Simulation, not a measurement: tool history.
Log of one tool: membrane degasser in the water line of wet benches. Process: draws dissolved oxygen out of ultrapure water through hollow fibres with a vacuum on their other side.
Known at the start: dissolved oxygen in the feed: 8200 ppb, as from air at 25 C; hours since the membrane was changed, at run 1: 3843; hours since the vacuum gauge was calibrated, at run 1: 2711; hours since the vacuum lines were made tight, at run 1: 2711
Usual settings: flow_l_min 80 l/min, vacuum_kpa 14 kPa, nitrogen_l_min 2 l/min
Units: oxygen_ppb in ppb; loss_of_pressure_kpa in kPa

| run | hour | flow_l_min | vacuum_kpa | nitrogen_l_min | hours since the membrane was changed | hours since the vacuum gauge was calibrated | hours since the vacuum lines were made tight | oxygen_ppb | loss_of_pressure_kpa |
|---|---|---|---|---|---|---|---|---|---|
| 1 | 0 | 80 | 14 | 2 | 3843 | 2711 | 2711 | 806.2 | 26.73 |
| 2 | 184.1 | 80 | 14 | 2 | 4027 | 2895 | 2895 | 803.3 | 26.64 |
| 3 | 312.7 | 80 | 14 | 2 | 4156 | 3023 | 3023 | 804.3 | 26.81 |
| 4 | 543 | 80 | 14 | 5.48 | 4386 | 3253 | 3253 | 357.1 | 26.56 |
| 5 | 692.1 | 65 | 14 | 2 | 4535 | 3403 | 3403 | 682.9 | 21.4 |
| 6 | 808.9 | 65 | 14 | 2 | 4652 | 3519 | 3519 | 683.9 | 21.84 |
| 7 | 1052.5 | 65 | 14 | 2 | 4896 | 3763 | 3763 | 682.7 | 21.32 |
| 8 | 1163.5 | 111 | 14 | 1.58 | 5007 | 3874 | 3874 | 1189.8 | 36.99 |
|  | 1301.6 | seals of the vacuum lines changed |
| 9 | 1313.1 | 80 | 9.7 | 2.93 | 5154 | 4022 | 11 | 372.2 | 26.6 |

Run 10 comes next. What will it give?
|  | 1459.1 | vacuum gauge calibrated |
| 10 | 1521.2 | 68 | 33.1 | 2.88 | 5362 | 62 | 219 | ? | ? |

Run 10 gave oxygen_ppb 1324.1 ppb, loss_of_pressure_kpa 22.56 kPa.
Without the tool's hidden state the same run would have given oxygen_ppb 1328.9 ppb, loss_of_pressure_kpa 22.51 kPa.
